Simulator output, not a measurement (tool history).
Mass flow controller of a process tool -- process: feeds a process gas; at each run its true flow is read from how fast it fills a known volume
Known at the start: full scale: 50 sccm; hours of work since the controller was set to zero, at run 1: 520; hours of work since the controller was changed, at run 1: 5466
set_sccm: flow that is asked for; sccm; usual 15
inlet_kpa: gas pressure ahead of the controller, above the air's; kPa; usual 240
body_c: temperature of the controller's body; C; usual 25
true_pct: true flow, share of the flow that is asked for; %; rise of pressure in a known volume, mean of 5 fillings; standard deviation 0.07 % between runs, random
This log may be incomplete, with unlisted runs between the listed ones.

run	hour	set_sccm	inlet_kpa	body_c	hours of work since the controller was set to zero	hours of work since the controller was changed	true_pct
1	0	15	240	25	520	5466	98.09
2	229	15	240	25	665	5612	98.04
3	542.6	15	240	25	864	5811	97.78
4	869.2	15	240	25	1072	6019	97.46
5	1133.7	15	240	25	1240	6187	97.39
6	1448.8	15	240	31	1440	6387	96.82
7	1658	15	240	31	1573	6520	96.67
8	1954.9	15	240	31	1762	6708	96.47
9	2105.9	15	240	25	1858	6804	96.66
10	2422.8	15	240	25	2059	7006	96.33
11	2729.5	15	240	25	2254	7201	96.16
12	2946.6	15	240	23	2392	7339	96.31
13	3091.7	15	240	23	2484	7431	95.97
14	3240.9	40	213	28	2579	7526	96.87
15	3492	40	213	28	2738	7685	96.83
16	3660.4	8	279	25	2845	7792	95.35
# hour 3838: gauge calibrated
17	3962	8	279	25	3037	7984	97.8
18	4214.4	35	240	25	3198	8144	99.08
19	4444.3	13	264	20	3344	8290	97.98
20	4580.8	15	214	31	3430	8377	97.16
21	4712.3	9	173	40	3514	8461	96.23

Alternative continuations, all from the tool just after run 21; predict every row:
A	4937.2	9	144	40	3657	8603	?
B	4937.2	32	156	39	3657	8603	?
C	4937.2	9	231	20	3657	8603	?

run	true_pct
A	95.68
B	97.27
C	97.22
What these runs would have given with no unlogged condition in the tool:
run	true_pct
A	96.47
B	98.07
C	98.02
